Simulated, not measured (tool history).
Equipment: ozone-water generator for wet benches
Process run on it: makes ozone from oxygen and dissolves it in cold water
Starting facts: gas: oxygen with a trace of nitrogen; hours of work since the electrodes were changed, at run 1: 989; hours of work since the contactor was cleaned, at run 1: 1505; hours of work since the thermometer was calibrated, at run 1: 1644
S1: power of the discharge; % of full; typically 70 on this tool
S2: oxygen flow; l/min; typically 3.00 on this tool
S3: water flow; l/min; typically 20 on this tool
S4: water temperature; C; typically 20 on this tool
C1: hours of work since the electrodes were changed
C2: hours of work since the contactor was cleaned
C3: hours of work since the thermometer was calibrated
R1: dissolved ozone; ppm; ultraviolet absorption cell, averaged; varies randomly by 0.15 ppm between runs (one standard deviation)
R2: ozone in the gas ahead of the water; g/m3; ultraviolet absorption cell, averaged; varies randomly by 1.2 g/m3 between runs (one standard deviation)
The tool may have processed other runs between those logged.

{"run": 1, "hour": 0.0, "S1": 70, "S2": 3.0, "S3": 20, "S4": 20, "C1": 989, "C2": 1505, "C3": 1644, "R1": 15.9, "R2": 212.8}
{"run": 2, "hour": 105.2, "S1": 70, "S2": 3.0, "S3": 20, "S4": 20, "C1": 1059, "C2": 1575, "C3": 1714, "R1": 15.7, "R2": 210.8}
{"run": 3, "hour": 170.5, "S1": 70, "S2": 1.61, "S3": 20, "S4": 20, "C1": 1103, "C2": 1619, "C3": 1758, "R1": 12.4, "R2": 260.8}
{"run": 4, "hour": 263.7, "S1": 70, "S2": 1.61, "S3": 20, "S4": 20, "C1": 1165, "C2": 1681, "C3": 1820, "R1": 12.1, "R2": 259.0}
{"run": 5, "hour": 361.0, "S1": 70, "S2": 2.1, "S3": 20, "S4": 20, "C1": 1230, "C2": 1746, "C3": 1885, "R1": 13.7, "R2": 235.3}
{"run": 6, "hour": 451.3, "S1": 67, "S2": 2.1, "S3": 20, "S4": 20, "C1": 1290, "C2": 1806, "C3": 1946, "R1": 13.0, "R2": 229.3}
{"run": 7, "hour": 536.9, "S1": 67, "S2": 2.1, "S3": 20, "S4": 20, "C1": 1348, "C2": 1864, "C3": 2003, "R1": 13.0, "R2": 229.3}
{"run": 8, "hour": 586.4, "S1": 67, "S2": 2.1, "S3": 20, "S4": 20, "C1": 1381, "C2": 1897, "C3": 2036, "R1": 13.0, "R2": 226.7}
{"run": 9, "hour": 700.4, "S1": 67, "S2": 2.1, "S3": 23, "S4": 20, "C1": 1457, "C2": 1973, "C3": 2112, "R1": 11.3, "R2": 226.3}
{"run": 10, "hour": 756.7, "S1": 70, "S2": 3.0, "S3": 20, "S4": 22, "C1": 1495, "C2": 2011, "C3": 2150, "R1": 14.7, "R2": 205.1}
{"run": 11, "hour": 860.5, "S1": 70, "S2": 3.0, "S3": 20, "S4": 22, "C1": 1564, "C2": 2080, "C3": 2219, "R1": 14.8, "R2": 204.5}
{"run": 12, "hour": 910.8, "S1": 70, "S2": 3.0, "S3": 20, "S4": 22, "C1": 1598, "C2": 2114, "C3": 2253, "R1": 14.6, "R2": 204.0}
{"run": 13, "hour": 1010.3, "S1": 70, "S2": 3.0, "S3": 20, "S4": 22, "C1": 1664, "C2": 2180, "C3": 2319, "R1": 14.4, "R2": 202.5}
{"hour": 1080.3, "done": "contactor cleaned"}
{"run": 14, "hour": 1096.4, "S1": 70, "S2": 3.0, "S3": 20, "S4": 22, "C1": 1719, "C2": 11, "C3": 2374, "R1": 15.4, "R2": 201.0}
{"run": 15, "hour": 1157.6, "S1": 70, "S2": 3.21, "S3": 20, "S4": 20, "C1": 1760, "C2": 52, "C3": 2415, "R1": 16.1, "R2": 196.6}
{"run": 16, "hour": 1242.1, "S1": 70, "S2": 3.0, "S3": 20, "S4": 22, "C1": 1816, "C2": 108, "C3": 2472, "R1": 15.3, "R2": 202.9}
{"run": 17, "hour": 1295.8, "S1": 70, "S2": 3.0, "S3": 20, "S4": 22, "C1": 1852, "C2": 144, "C3": 2508, "R1": 15.3, "R2": 200.9}
{"run": 18, "hour": 1399.8, "S1": 87, "S2": 2.58, "S3": 12, "S4": 22, "C1": 1922, "C2": 214, "C3": 2577, "R1": 24.4, "R2": 239.9}
{"run": 19, "hour": 1453.7, "S1": 47, "S2": 2.58, "S3": 12, "S4": 23, "C1": 1958, "C2": 250, "C3": 2613, "R1": 16.8, "R2": 164.5}
{"run": 20, "hour": 1552.5, "S1": 47, "S2": 2.58, "S3": 12, "S4": 23, "C1": 2024, "C2": 316, "C3": 2679, "R1": 16.4, "R2": 165.5}
{"run": 21, "hour": 1662.9, "S1": 47, "S2": 2.58, "S3": 12, "S4": 23, "C1": 2098, "C2": 390, "C3": 2753, "R1": 17.1, "R2": 165.4}
{"run": 22, "hour": 1722.3, "S1": 48, "S2": 4.33, "S3": 12, "S4": 18, "C1": 2138, "C2": 429, "C3": 2793, "R1": 19.9, "R2": 140.1}
{"run": 23, "hour": 1811.3, "S1": 44, "S2": 3.0, "S3": 20, "S4": 20, "C1": 2197, "C2": 489, "C3": 2852, "R1": 11.4, "R2": 149.5}
{"run": 24, "hour": 1868.0, "S1": 84, "S2": 3.0, "S3": 16, "S4": 23, "C1": 2235, "C2": 527, "C3": 2890, "R1": 19.2, "R2": 215.6}
{"run": 25, "hour": 1954.0, "S1": 41, "S2": 3.2, "S3": 20, "S4": 14, "C1": 2293, "C2": 584, "C3": 2948, "R1": 11.7, "R2": 139.8}
{"run": 26, "hour": 2005.0, "S1": 41, "S2": 3.2, "S3": 20, "S4": 14, "C1": 2327, "C2": 618, "C3": 2982, "R1": 11.8, "R2": 139.2}
{"run": 27, "hour": 2102.7, "S1": 78, "S2": 4.39, "S3": 23, "S4": 18, "C1": 2392, "C2": 684, "C3": 3047, "R1": 16.2, "R2": 180.0}
{"run": 28, "hour": 2165.8, "S1": 78, "S2": 4.39, "S3": 23, "S4": 18, "C1": 2434, "C2": 726, "C3": 3089, "R1": 16.1, "R2": 179.8}
{"run": 29, "hour": 2242.7, "S1": 76, "S2": 1.86, "S3": 20, "S4": 20, "C1": 2486, "C2": 777, "C3": 3141, "R1": 12.8, "R2": 237.1}

Branching from run 29: 5 alternative next runs. What would each branch give?
{"run": "A", "hour": 2335.6, "S1": 76, "S2": 2.19, "S3": 20, "S4": 20, "C1": 2548, "C2": 839, "C3": 3203, "R1": "?", "R2": "?"}
{"run": "B", "hour": 2335.6, "S1": 44, "S2": 5.38, "S3": 20, "S4": 23, "C1": 2548, "C2": 839, "C3": 3203, "R1": "?", "R2": "?"}
{"run": "C", "hour": 2335.6, "S1": 74, "S2": 3.0, "S3": 20, "S4": 20, "C1": 2548, "C2": 839, "C3": 3203, "R1": "?", "R2": "?"}
{"run": "D", "hour": 2335.6, "S1": 76, "S2": 2.2, "S3": 20, "S4": 20, "C1": 2548, "C2": 839, "C3": 3203, "R1": "?", "R2": "?"}
{"run": "E", "hour": 2335.6, "S1": 70, "S2": 3.0, "S3": 13, "S4": 20, "C1": 2548, "C2": 839, "C3": 3203, "R1": "?", "R2": "?"}

run=A R1=13.3 R2=221.1
run=B R1=12.5 R2=121.3
run=C R1=15.1 R2=196.3
run=D R1=13.4 R2=219.3
run=E R1=20.3 R2=190.1
Take away the tool's hidden state, keep each run's random variation, and the runs would have read:
run=A R1=16.4 R2=264.2
run=B R1=14.4 R2=137.0
run=C R1=18.4 R2=233.9
run=D R1=16.4 R2=262.1
run=E R1=24.7 R2=225.2

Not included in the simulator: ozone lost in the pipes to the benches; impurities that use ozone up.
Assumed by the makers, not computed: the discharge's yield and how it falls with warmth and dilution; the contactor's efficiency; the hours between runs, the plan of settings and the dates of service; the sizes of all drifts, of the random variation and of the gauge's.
